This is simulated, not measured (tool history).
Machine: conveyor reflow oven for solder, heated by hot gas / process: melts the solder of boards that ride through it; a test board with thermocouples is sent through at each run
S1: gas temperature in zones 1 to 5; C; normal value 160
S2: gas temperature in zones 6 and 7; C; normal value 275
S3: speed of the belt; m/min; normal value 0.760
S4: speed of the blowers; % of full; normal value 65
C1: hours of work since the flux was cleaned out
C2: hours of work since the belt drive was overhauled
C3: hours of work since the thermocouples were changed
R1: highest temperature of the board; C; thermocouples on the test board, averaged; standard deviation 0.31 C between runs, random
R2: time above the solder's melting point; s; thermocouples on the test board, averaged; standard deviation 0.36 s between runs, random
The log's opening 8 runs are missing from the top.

{"run": 9, "hour": 169.2, "S1": 170, "S2": 275, "S3": 0.83, "S4": 65, "C1": 100, "C2": 542, "C3": 864, "R1": 249.0, "R2": 28.7}
{"run": 10, "hour": 186.5, "S1": 170, "S2": 277, "S3": 0.83, "S4": 65, "C1": 112, "C2": 554, "C3": 876, "R1": 249.8, "R2": 29.7}
{"run": 11, "hour": 198.6, "S1": 170, "S2": 277, "S3": 0.83, "S4": 65, "C1": 120, "C2": 562, "C3": 884, "R1": 250.3, "R2": 29.7}
{"run": 12, "hour": 214.4, "S1": 160, "S2": 275, "S3": 0.76, "S4": 65, "C1": 130, "C2": 572, "C3": 894, "R1": 250.1, "R2": 30.6}
{"run": 13, "hour": 226.9, "S1": 160, "S2": 275, "S3": 0.76, "S4": 65, "C1": 138, "C2": 580, "C3": 902, "R1": 250.0, "R2": 31.3}
{"run": 14, "hour": 245.6, "S1": 160, "S2": 275, "S3": 0.76, "S4": 56, "C1": 151, "C2": 593, "C3": 915, "R1": 245.9, "R2": 27.4}
{"run": 15, "hour": 264.6, "S1": 160, "S2": 275, "S3": 0.76, "S4": 56, "C1": 163, "C2": 605, "C3": 927, "R1": 245.6, "R2": 27.9}
{"run": 16, "hour": 284.1, "S1": 158, "S2": 275, "S3": 0.663, "S4": 50, "C1": 176, "C2": 618, "C3": 940, "R1": 248.8, "R2": 34.6}
{"run": 17, "hour": 308.2, "S1": 158, "S2": 275, "S3": 0.663, "S4": 50, "C1": 192, "C2": 634, "C3": 956, "R1": 248.6, "R2": 34.1}
{"run": 18, "hour": 327.1, "S1": 160, "S2": 275, "S3": 0.682, "S4": 70, "C1": 205, "C2": 647, "C3": 969, "R1": 256.6, "R2": 38.9}
{"run": 19, "hour": 347.3, "S1": 160, "S2": 284, "S3": 0.76, "S4": 65, "C1": 218, "C2": 660, "C3": 982, "R1": 256.8, "R2": 34.2}
{"run": 20, "hour": 374.0, "S1": 160, "S2": 284, "S3": 0.76, "S4": 65, "C1": 236, "C2": 678, "C3": 1000, "R1": 257.3, "R2": 34.3}

The next listed run, before its measurement:
{"run": 21, "hour": 395.3, "S1": 160, "S2": 284, "S3": 0.76, "S4": 65, "C1": 250, "C2": 692, "C3": 1014, "R1": "?", "R2": "?"}

{"run 21": {"R1": 256.9, "R2": 34.5}}
Minus the tool's unlogged condition, the same run would have read R1 255.8 C, R2 33.3 s.
